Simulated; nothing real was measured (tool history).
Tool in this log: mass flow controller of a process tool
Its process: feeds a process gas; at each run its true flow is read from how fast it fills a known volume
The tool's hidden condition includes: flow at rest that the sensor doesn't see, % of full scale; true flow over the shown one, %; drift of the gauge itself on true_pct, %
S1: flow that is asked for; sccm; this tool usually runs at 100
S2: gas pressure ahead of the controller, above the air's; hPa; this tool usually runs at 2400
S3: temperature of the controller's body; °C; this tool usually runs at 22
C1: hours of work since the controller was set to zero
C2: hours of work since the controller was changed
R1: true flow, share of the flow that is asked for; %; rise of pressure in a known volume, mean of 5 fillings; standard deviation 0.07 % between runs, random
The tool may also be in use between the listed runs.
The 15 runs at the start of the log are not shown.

Run 16, hour 2855.6: usual settings; C1 3867; C2 3867. Result: R1 98.72 %.
Run 17, hour 2963.7: usual settings; C1 3901; C2 3901. Result: R1 98.67 %.
Run 18, hour 3197.2: usual settings; C1 3975; C2 3975. Result: R1 98.79 %.
Run 19, hour 3433.0: usual settings; C1 4050; C2 4050. Result: R1 98.80 %.
Run 20, hour 3595.5: usual settings; C1 4101; C2 4101. Result: R1 98.59 %.
Run 21, hour 3735.5: usual settings but S1 85 sccm; C1 4146; C2 4146. Result: R1 98.63 %.
Run 22, hour 3925.0: usual settings but S1 85 sccm; C1 4206; C2 4206. Result: R1 98.72 %.
Run 23, hour 4116.5: usual settings but S2 2570 hPa; C1 4267; C2 4267. Result: R1 98.60 %.
Run 24, hour 4347.2: usual settings but S2 2570 hPa; C1 4340; C2 4340. Result: R1 98.59 %.
Run 25, hour 4572.2: usual settings but S1 22 sccm, S2 2450 hPa, S3 27 °C; C1 4411; C2 4411. Result: R1 101.23 %.
Run 26, hour 4680.6: usual settings but S2 1620 hPa; C1 4445; C2 4445. Result: R1 99.30 %.
Run 27, hour 4859.9: usual settings but S1 101 sccm; C1 4502; C2 4502. Result: R1 98.85 %.
Run 28, hour 4992.1: usual settings but S1 54 sccm, S2 1540 hPa, S3 34 °C; C1 4544; C2 4544. Result: R1 98.64 %.
Run 29, hour 5217.1: usual settings but S1 54 sccm, S2 1900 hPa, S3 37 °C; C1 4616; C2 4616. Result: R1 98.07 %.
Run 30, hour 5429.6: usual settings but S1 54 sccm, S2 1900 hPa, S3 37 °C; C1 4683; C2 4683. Result: R1 97.92 %.
Run 31, hour 5580.1: usual settings but S1 54 sccm, S2 1900 hPa, S3 37 °C; C1 4731; C2 4731. Result: R1 98.06 %.
Run 32, hour 5836.9: usual settings but S1 54 sccm, S3 37 °C; C1 4812; C2 4812. Result: R1 97.77 %.
Run 33, hour 6074.1: usual settings but S1 135 sccm, S3 21 °C; C1 4887; C2 4887. Result: R1 98.85 %.
Run 34, hour 6333.0: usual settings but S1 139 sccm, S2 1930 hPa, S3 38 °C; C1 4969; C2 4969. Result: R1 97.42 %.
Run 35, hour 6576.0: usual settings but S1 139 sccm, S2 1840 hPa, S3 23 °C; C1 5047; C2 5047. Result: R1 99.03 %.
Run 36, hour 6769.5: usual settings but S1 139 sccm, S2 2430 hPa, S3 29 °C; C1 5108; C2 5108. Result: R1 98.10 %.
Run 37, hour 6956.8: usual settings but S1 139 sccm, S2 2540 hPa, S3 24 °C; C1 5167; C2 5167. Result: R1 98.44 %.
Run 38, hour 7145.7: usual settings but S1 47 sccm, S2 2770 hPa; C1 5227; C2 5227. Result: R1 99.11 %.
Run 39, hour 7301.1: usual settings but S2 2290 hPa, S3 33 °C; C1 5277; C2 5277. Result: R1 97.59 %.
Run 40, hour 7414.3: usual settings but S2 2770 hPa, S3 33 °C; C1 5312; C2 5312. Result: R1 97.22 %.

Run 41 comes next. What will it give?
Run 41, hour 7572.5: usual settings but S2 2770 hPa, S3 33 °C; C1 5363; C2 5363. Result: R1 ?.

R1: 97.11 %
Had the tool carried no hidden state, the very same run would have given R1 97.38 %.
